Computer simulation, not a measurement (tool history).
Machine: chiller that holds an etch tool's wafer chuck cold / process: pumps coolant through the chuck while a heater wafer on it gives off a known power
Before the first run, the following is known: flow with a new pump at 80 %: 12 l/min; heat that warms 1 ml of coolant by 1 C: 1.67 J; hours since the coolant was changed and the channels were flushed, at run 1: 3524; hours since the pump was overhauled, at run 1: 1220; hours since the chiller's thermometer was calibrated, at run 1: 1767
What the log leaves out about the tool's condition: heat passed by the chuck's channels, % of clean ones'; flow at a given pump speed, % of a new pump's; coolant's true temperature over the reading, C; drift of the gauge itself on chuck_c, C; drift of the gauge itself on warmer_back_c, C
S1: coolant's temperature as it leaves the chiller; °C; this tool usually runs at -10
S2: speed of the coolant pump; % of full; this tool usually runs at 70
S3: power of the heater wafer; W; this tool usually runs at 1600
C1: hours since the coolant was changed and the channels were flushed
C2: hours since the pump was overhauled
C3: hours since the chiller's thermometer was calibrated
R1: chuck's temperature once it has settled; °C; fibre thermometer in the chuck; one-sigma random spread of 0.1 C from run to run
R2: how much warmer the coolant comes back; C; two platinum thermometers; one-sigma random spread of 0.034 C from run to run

run     day   S1  S2    S3    C1    C2    C3    R1    R2
  1   0.000  -10  70  1600  3524  1220  1767   8.8  5.58
  2   1.221  -10  70  1600  3553  1249  1796   8.8  5.55
  3   1.979  -10  70  1600  3571  1267  1814   8.9  5.67
      3.654  -- coolant changed, channels flushed
  4   3.654  -10  70  1600     0  1301  1849   5.2  5.55
  5   4.500   -2  70  1600    20  1322  1869  13.3  5.59
  6   6.258   -2  76  1600    63  1364  1911  12.1  5.21
  7   7.975   -2  76  1497   104  1405  1952  11.0  4.80
  8   8.800   -9  70  1600   124  1425  1972   6.2  5.55
  9   9.921   -9  70  1600   150  1452  1999   6.3  5.64
 10  11.679   -9  70   989   193  1494  2041   0.3  3.41
 11  13.129   -9  70   989   227  1529  2076   0.3  3.51
 12  14.171   -9  78  1663   252  1554  2101   5.4  5.21
 13  14.979   -9  78  1371   272  1573  2120   2.9  4.37
 14  16.717   -9  78  1371   314  1615  2162   3.0  4.31
 15  18.442  -10  70  1180   355  1656  2204   1.2  4.12
 16  20.175  -17  70  1600   397  1698  2245  -1.4  5.65
 17  20.983  -18  70  1600   416  1717  2265  -2.4  5.65
 18  22.421   -2  81  2325   450  1752  2299  17.8  7.03
 19  23.329  -11  80  1418   472  1774  2321   1.1  4.37
 20  24.683   -1  80   980   505  1806  2353   7.2  2.98
 21  25.821  -20  88  2183   532  1833  2381  -2.6  6.13
 22  26.804  -10  71  1600   556  1857  2404   5.5  5.59

Subtracting, for every run, the result it would have given without the tool's unlogged condition from the measured result gives the following. The same run-to-run variation enters both numbers; the gauge's scatter may not:
run    R1     R2
  1  +3.5  +0.11
  2  +3.5  +0.11
  3  +3.5  +0.11
  4  -0.1  +0.11
  5  -0.2  +0.11
  6  -0.1  +0.11
  7  -0.1  +0.10
  8  -0.1  +0.12
  9  +0.0  +0.12
 10  -0.2  +0.08
 11  -0.1  +0.08
 12  +0.0  +0.12
 13  +0.0  +0.10
 14  +0.0  +0.10
 15  -0.1  +0.10
 16  +0.2  +0.14
 17  +0.2  +0.14
 18  +0.4  +0.18
 19  +0.1  +0.12
 20  -0.1  +0.08
 21  +0.4  +0.16
 22  +0.2  +0.15
